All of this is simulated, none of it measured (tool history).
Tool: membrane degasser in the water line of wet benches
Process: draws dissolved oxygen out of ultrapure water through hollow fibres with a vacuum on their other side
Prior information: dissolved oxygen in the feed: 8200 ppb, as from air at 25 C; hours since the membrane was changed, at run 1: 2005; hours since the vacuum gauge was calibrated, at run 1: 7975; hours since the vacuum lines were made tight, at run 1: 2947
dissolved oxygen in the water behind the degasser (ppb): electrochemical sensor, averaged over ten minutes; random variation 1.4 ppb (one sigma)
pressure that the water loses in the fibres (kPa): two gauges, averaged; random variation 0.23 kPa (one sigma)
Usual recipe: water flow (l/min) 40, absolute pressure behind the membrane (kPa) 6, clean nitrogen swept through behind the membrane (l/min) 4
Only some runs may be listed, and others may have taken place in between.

run    hour  water flow (l/min)  absolute pressure behind the membrane (kPa)  clean nitrogen swept through behind the membrane (l/min)  hours since the membrane was changed  hours since the vacuum gauge was calibrated  hours since the vacuum lines were made tight  dissolved oxygen in the water behind the degasser (ppb)  pressure that the water loses in the fibres (kPa)
  1       0                  40                                            6                                                         4                                  2005                                         7975                                          2947                                                    147.7                                              59.83
  2      46                  40                                            6                                                         4                                  2051                                         8021                                          2993                                                    148.3                                              60.08
  3   116.4                  40                                            6                                                         4                                  2121                                         8092                                          3063                                                    147.4                                               59.6
  4   159.7                  40                                            6                                                      5.78                                  2165                                         8135                                          3107                                                    127.7                                              59.94
  5   215.3                  40                                            6                                                      5.78                                  2220                                         8191                                          3162                                                    126.4                                              60.34
  6   276.7                  32                                            6                                                         4                                  2282                                         8252                                          3224                                                     97.9                                              48.03
  7   328.1                  32                                            6                                                         4                                  2333                                         8304                                          3275                                                     96.5                                              48.34
  8   369.7                  32                                            6                                                         4                                  2375                                         8345                                          3317                                                     96.7                                              48.14
  9   428.2                  32                                            6                                                         4                                  2433                                         8404                                          3375                                                     96.4                                              48.14
 10   470.7                  32                                            6                                                         4                                  2476                                         8446                                          3418                                                     96.5                                              48.14
 11   531.6                  32                                            6                                                         4                                  2536                                         8507                                          3479                                                     97.1                                              48.12
 12   608.4                  30                                            6                                                         4                                  2613                                         8584                                          3555                                                     86.9                                              45.11
 13   651.1                  30                                            6                                                         4                                  2656                                         8627                                          3598                                                     87.6                                              45.38
      657.5  -- vacuum gauge calibrated
 14   734.1                  30                                            6                                                         4                                  2738                                           77                                          3681                                                     89.3                                              45.55
 15   781.2                  30                                            6                                                      1.79                                  2786                                          124                                          3728                                                    154.4                                              45.33
 16   820.5                  30                                         7.01                                                      1.79                                  2825                                          163                                          3767                                                    188.9                                              45.19
      852.6  -- vacuum gauge calibrated, once more
 17   891.2                  42                                        11.45                                                      1.99                                  2895                                           39                                          3837                                                    451.4                                                 63
 18   930.7                  30                                            6                                                     11.97                                  2935                                           78                                          3877                                                     49.9                                              45.26
 19  1001.7                  30                                            6                                                     11.97                                  3006                                          149                                          3948                                                     49.9                                               45.4
 20  1062.5                  27                                         3.84                                                     10.62                                  3066                                          210                                          4008                                                     26.2                                              40.51

The next listed run, before its measurement:
 21  1114.9                  36                                         3.84                                                     10.62                                  3119                                          262                                          4061                                                        ?                                                  ?

Run 21 gave dissolved oxygen in the water behind the degasser (ppb) 62.2, pressure that the water loses in the fibres (kPa) 54.25.
With the hidden condition absent and the run-to-run variation left alone, this run would have shown dissolved oxygen in the water behind the degasser (ppb) 58.7, pressure that the water loses in the fibres (kPa) 53.64.
